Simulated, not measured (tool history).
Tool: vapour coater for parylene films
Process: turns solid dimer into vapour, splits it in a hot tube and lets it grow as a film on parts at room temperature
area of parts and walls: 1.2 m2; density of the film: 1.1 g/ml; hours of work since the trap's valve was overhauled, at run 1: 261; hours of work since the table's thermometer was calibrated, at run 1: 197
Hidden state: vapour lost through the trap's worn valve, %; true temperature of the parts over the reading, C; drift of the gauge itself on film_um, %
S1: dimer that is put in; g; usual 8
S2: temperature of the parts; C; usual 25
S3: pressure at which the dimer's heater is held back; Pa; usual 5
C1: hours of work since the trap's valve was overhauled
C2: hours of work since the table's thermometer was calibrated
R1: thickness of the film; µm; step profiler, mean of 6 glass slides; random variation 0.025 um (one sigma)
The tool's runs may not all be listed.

run 1 hour=0 | S1=8 S2=25 S3=5 | C1=261 C2=197 | R1=4.12
run 2 hour=25.5 | S1=8 S2=25 S3=5 | C1=278 C2=214 | R1=4.06
run 3 hour=49.8 | S1=8 S2=25 S3=5 | C1=294 C2=230 | R1=4.05
run 4 hour=60.8 | S1=8 S2=36 S3=5 | C1=301 C2=237 | R1=2.61
run 5 hour=80.3 | S1=8 S2=36 S3=5 | C1=314 C2=250 | R1=2.63
run 6 hour=97.9 | S1=8 S2=25 S3=5 | C1=325 C2=261 | R1=4.08
run 7 hour=116 | S1=8 S2=25 S3=5 | C1=337 C2=273 | R1=4.04
run 8 hour=127.3 | S1=8 S2=25 S3=5 | C1=344 C2=281 | R1=4.03
run 9 hour=146.9 | S1=8 S2=25 S3=5 | C1=357 C2=293 | R1=4.03
run 10 hour=167.5 | S1=10 S2=25 S3=5 | C1=371 C2=307 | R1=5
run 11 hour=188.7 | S1=10 S2=25 S3=5 | C1=385 C2=321 | R1=4.99
run 12 hour=210.9 | S1=10 S2=25 S3=5 | C1=399 C2=335 | R1=4.98
run 13 hour=223.4 | S1=8 S2=25 S3=7.45 | C1=407 C2=343 | R1=3.85
run 14 hour=250.8 | S1=8 S2=17 S3=5 | C1=425 C2=361 | R1=5.42
run 15 hour=263 | S1=8 S2=17 S3=5 | C1=433 C2=369 | R1=5.43
run 16 hour=274.7 | S1=8 S2=25 S3=5 | C1=441 C2=377 | R1=4
run 17 hour=287.1 | S1=8 S2=25 S3=5 | C1=449 C2=385 | R1=3.96
-- hour=306 trap's valve overhauled
run 18 hour=315.6 | S1=8 S2=25 S3=5 | C1=6 C2=401 | R1=4.16
run 19 hour=332 | S1=8 S2=25 S3=5 | C1=17 C2=412 | R1=4.14
run 20 hour=356.4 | S1=8 S2=25 S3=5 | C1=33 C2=428 | R1=4.16
run 21 hour=382.1 | S1=4 S2=25 S3=5 | C1=50 C2=445 | R1=2.08
run 22 hour=408.8 | S1=4 S2=25 S3=5 | C1=67 C2=462 | R1=2.11
run 23 hour=426.4 | S1=4 S2=25 S3=5 | C1=79 C2=474 | R1=2.07
run 24 hour=452.2 | S1=4 S2=25 S3=5 | C1=96 C2=490 | R1=2.07
run 25 hour=468.4 | S1=3 S2=36 S3=5 | C1=106 C2=501 | R1=1.01
run 26 hour=490.7 | S1=3 S2=36 S3=5 | C1=121 C2=516 | R1=1
run 27 hour=507.4 | S1=3 S2=32 S3=4.08 | C1=132 C2=526 | R1=1.21
run 28 hour=526.6 | S1=8 S2=25 S3=5.41 | C1=144 C2=539 | R1=4.07
run 29 hour=551.8 | S1=8 S2=25 S3=5.41 | C1=161 C2=556 | R1=3.99
run 30 hour=563.9 | S1=8 S2=25 S3=5.44 | C1=169 C2=563 | R1=4.08
run 31 hour=582.7 | S1=8 S2=25 S3=6.18 | C1=181 C2=576 | R1=3.98
run 32 hour=609.5 | S1=11 S2=17 S3=9.12 | C1=198 C2=593 | R1=7.12
run 33 hour=636.9 | S1=11 S2=17 S3=9.12 | C1=216 C2=611 | R1=7.11
run 34 hour=663.4 | S1=8 S2=27 S3=3.55 | C1=234 C2=629 | R1=3.83
run 35 hour=675.7 | S1=8 S2=27 S3=3.55 | C1=242 C2=637 | R1=3.85
run 36 hour=693.3 | S1=14 S2=24 S3=2.9 | C1=253 C2=648 | R1=7.78
run 37 hour=720.5 | S1=14 S2=28 S3=4.86 | C1=271 C2=666 | R1=6.23
run 38 hour=746.6 | S1=4 S2=18 S3=8.66 | C1=288 C2=683 | R1=2.46
run 39 hour=767.2 | S1=4 S2=18 S3=5.36 | C1=302 C2=696 | R1=2.58
run 40 hour=788.3 | S1=4 S2=18 S3=5.36 | C1=315 C2=710 | R1=2.56
run 41 hour=805.7 | S1=7 S2=24 S3=5.36 | C1=327 C2=722 | R1=3.5
run 42 hour=821.5 | S1=3 S2=25 S3=6.35 | C1=337 C2=732 | R1=1.43
run 43 hour=844.7 | S1=3 S2=25 S3=6.35 | C1=352 C2=747 | R1=1.44
run 44 hour=871.6 | S1=3 S2=22 S3=5.86 | C1=370 C2=765 | R1=1.62
run 45 hour=895.3 | S1=3 S2=22 S3=5.86 | C1=385 C2=780 | R1=1.61
run 46 hour=915.3 | S1=7 S2=28 S3=8.68 | C1=398 C2=793 | R1=2.87
run 47 hour=928.1 | S1=8 S2=26 S3=2.06 | C1=407 C2=802 | R1=4.14

Hidden state or all else? Some run-to-run changes of R1, split into what the settings, what came in and random variation would give without the hidden state, and what is left for the hidden state (with any gauge scatter that isn't in both results):
Run 31 -> 32: S1 8 -> 11, S2 25 -> 17, S3 6.18 -> 9.12. R1 +3.14 µm: hidden state -0.24, all else +3.38.
Run 33 -> 34: S1 11 -> 8, S2 17 -> 27, S3 9.12 -> 3.55. R1 -3.28 µm: hidden state +0.22, all else -3.5.
Run 35 -> 36: S1 8 -> 14, S2 27 -> 24, S3 3.55 -> 2.9. R1 +3.93 µm: hidden state -0.32, all else +4.25.
Run 37 -> 38: S1 14 -> 4, S2 28 -> 18, S3 4.86 -> 8.66. R1 -3.77 µm: hidden state +0.3, all else -4.07.
